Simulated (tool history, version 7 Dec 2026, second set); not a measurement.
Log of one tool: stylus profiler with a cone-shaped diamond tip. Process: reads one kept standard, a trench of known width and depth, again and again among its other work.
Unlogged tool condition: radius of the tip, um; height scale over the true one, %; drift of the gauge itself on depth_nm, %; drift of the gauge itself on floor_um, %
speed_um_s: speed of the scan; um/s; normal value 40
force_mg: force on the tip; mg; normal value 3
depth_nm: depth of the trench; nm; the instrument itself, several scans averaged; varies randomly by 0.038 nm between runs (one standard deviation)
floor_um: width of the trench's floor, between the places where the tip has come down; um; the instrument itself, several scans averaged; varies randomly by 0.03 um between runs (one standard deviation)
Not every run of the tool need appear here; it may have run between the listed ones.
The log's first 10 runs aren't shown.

run   hour  speed_um_s  force_mg  scans with this tip  hours of work since the height scale was calibrated  depth_nm  floor_um
 11  108.4          40      1.97                 1489                                                  249    100.61     17.71
 12  122.9          40         3                 1529                                                  256    100.78     17.79
 13  131.6          40         3                 1553                                                  260    100.81      17.8
 14  143.5          40         3                 1586                                                  265    100.77     17.77
 15  156.3          40         3                 1621                                                  271    100.84      17.8
 16  164.9          40         3                 1645                                                  275    100.76     17.77
 17  181.4         101         3                 1691                                                  283    100.84     17.45
 18  191.7          11       6.7                 1719                                                  288    101.44     17.95
 19  204.6         133      3.11                 1755                                                  294     100.9      17.3
 20  222.6          90         3                 1805                                                  302    100.84     17.51
 21  239.4          30      4.55                 1851                                                  310    101.09      17.9
 22  249.4          12      2.54                 1879                                                  314    100.71     17.94
 23    259          16      1.51                 1906                                                  319    100.55      17.9
 24  274.8          28      2.83                 1949                                                  326    100.78     17.87
 25  288.2          11       1.4                 1986                                                  332    100.58      17.9
 26  300.3          19      1.73                 2020                                                  338    100.66     17.85
 27  309.8          40      1.17                 2046                                                  342    100.42     17.72
 28  320.5         144      1.43                 2076                                                  347    100.51     16.92
 29  330.7          15      3.29                 2104                                                  352    100.86     18.02
 30  340.6          15      3.29                 2131                                                  357    100.89     17.86
 31  351.4          81      8.93                 2161                                                  362    101.75     17.79
 32  368.2          48      3.81                 2208                                                  369    100.98     17.78
 33  377.2          16      3.04                 2232                                                  374    100.84     17.95

3 ways to go on from here, each from the tool as it stands after run 33. What would each give?
  A  391.7          46      5.19                 2273                                                  380         ?         ?
  B  391.7          16      2.34                 2273                                                  380         ?         ?
  C  391.7          44      2.33                 2273                                                  380         ?         ?

run  depth_nm  floor_um
  A    101.22     17.79
  B     100.8     17.89
  C     100.8     17.72
What these runs would have given with no unlogged condition in the tool:
run  depth_nm  floor_um
  A    101.22     17.79
  B    100.79     17.89
  C     100.8     17.72

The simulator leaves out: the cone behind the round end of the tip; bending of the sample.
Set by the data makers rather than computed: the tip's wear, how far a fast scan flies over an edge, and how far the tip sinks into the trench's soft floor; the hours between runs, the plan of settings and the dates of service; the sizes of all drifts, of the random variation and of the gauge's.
